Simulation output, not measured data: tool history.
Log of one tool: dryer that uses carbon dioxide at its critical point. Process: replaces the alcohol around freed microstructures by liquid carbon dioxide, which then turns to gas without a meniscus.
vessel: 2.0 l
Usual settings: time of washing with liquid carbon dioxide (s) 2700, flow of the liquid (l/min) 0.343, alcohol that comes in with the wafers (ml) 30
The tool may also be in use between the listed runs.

run    hour  time of washing with liquid carbon dioxide (s)  flow of the liquid (l/min)  alcohol that comes in with the wafers (ml)  alcohol left in the vessel before it's heated (ppm by volume)
  1     0.0                                            2700                       0.343                                          30                                                            118
  2    46.0                                            2700                       0.343                                          30                                                            123
  3   104.6                                            2700                       0.343                                          30                                                            145
  4   164.9                                            2700                       0.343                                          30                                                            135
  5   197.8                                            2700                       0.343                                          30                                                            140
  6   258.3                                            2700                       0.343                                          30                                                            163
  7   310.9                                            2700                       0.343                                          78                                                            238
  8   368.7                                            2700                       0.343                                          78                                                            262
  9   412.4                                            2700                       0.402                                          30                                                            127
 10   458.7                                            2700                       0.402                                          30                                                            133
      474.1  -- inlet filter changed
 11   493.4                                            2700                       0.402                                          30                                                            121
 12   532.3                                            2700                       0.402                                          30                                                            129
 13   573.3                                            2700                       0.349                                          30                                                            154
 14   603.1                                            2700                       0.349                                          30                                                            150
 15   660.0                                            2700                       0.343                                          23                                                            146
 16   694.5                                            2700                       0.343                                          30                                                            160
 17   737.4                                            2700                       0.377                                          30                                                            150
      804.9  -- purifier's bed changed
 18   806.7                                            2700                       0.377                                          30                                                             31
 19   874.8                                            2700                       0.377                                          30                                                             39
 20   925.9                                            2700                       0.377                                          30                                                             42
      948.2  -- inlet filter changed
 21   975.4                                            2700                       0.377                                          30                                                             43
 22  1035.1                                            2700                       0.377                                          30                                                             38
 23  1091.6                                            2700                       0.377                                          30                                                             39
 24  1152.8                                            1860                       0.358                                          24                                                            205
 25  1198.4                                            4200                       0.451                                          75                                                             26
 26  1255.1                                            4200                       0.451                                          75                                                             30
 27  1310.8                                            2640                       0.235                                          30                                                            373
 28  1347.4                                            2640                       0.235                                          30                                                            392
 29  1381.2                                            4200                       0.235                                          30                                                             80
     1420.0  -- inlet filter changed
 30  1436.9                                            4200                       0.235                                          30                                                             62
 31  1466.7                                            3240                       0.229                                          30                                                            167
 32  1512.8                                            2700                       0.245                                         100                                                            751
 33  1580.2                                            2220                       0.256                                          60                                                            869
 34  1631.2                                            2220                       0.256                                          60                                                            937
 35  1665.4                                            3840                       0.343                                          30                                                             64
 36  1733.3                                            3900                       0.436                                          30                                                             51
 37  1799.3                                            2700                       0.230                                          41                                                            542
 38  1839.6                                            3060                       0.230                                          41                                                            361
     1892.1  -- inlet filter changed
 39  1900.9                                            3060                       0.230                                          41                                                            274
 40  1964.1                                            4140                       0.345                                          51                                                             65
 41  2027.0                                            2820                       0.388                                          51                                                             85
 42  2064.7                                            3420                       0.388                                          46                                                             72
 43  2115.3                                            3420                       0.388                                          46                                                             83
 44  2176.9                                            3420                       0.388                                          46                                                             77
 45  2229.2                                            2700                       0.263                                          31                                                            281
 46  2272.2                                            2700                       0.221                                          26                                                            423

Some steps in alcohol left in the vessel before it's heated (ppm by volume) between neighbouring runs. How much of each would the tool show without its hidden state too (settings, what came in, random variation), and how much is left for the hidden state, with any gauge scatter that isn't in both results?
The hidden state here: flow that reaches the vessel past the clogged filter, %; alcohol in the recycled carbon dioxide, ppm; drift of the gauge itself on alcohol_ppm, %.
Run 17 -> 18: purifier's bed changed. alcohol left in the vessel before it's heated (ppm by volume) -119: hidden state -119, all else +0.
Run 31 -> 32: time of washing with liquid carbon dioxide (s) 3240 -> 2700, flow of the liquid (l/min) 0.229 -> 0.245, alcohol that comes in with the wafers (ml) 30 -> 100. alcohol left in the vessel before it's heated (ppm by volume) +584: hidden state +53, all else +531.
Run 34 -> 35: time of washing with liquid carbon dioxide (s) 2220 -> 3840, flow of the liquid (l/min) 0.256 -> 0.343, alcohol that comes in with the wafers (ml) 60 -> 30. alcohol left in the vessel before it's heated (ppm by volume) -873: hidden state -128, all else -745.
Run 36 -> 37: time of washing with liquid carbon dioxide (s) 3900 -> 2700, flow of the liquid (l/min) 0.436 -> 0.230, alcohol that comes in with the wafers (ml) 30 -> 41. alcohol left in the vessel before it's heated (ppm by volume) +491: hidden state +134, all else +357.
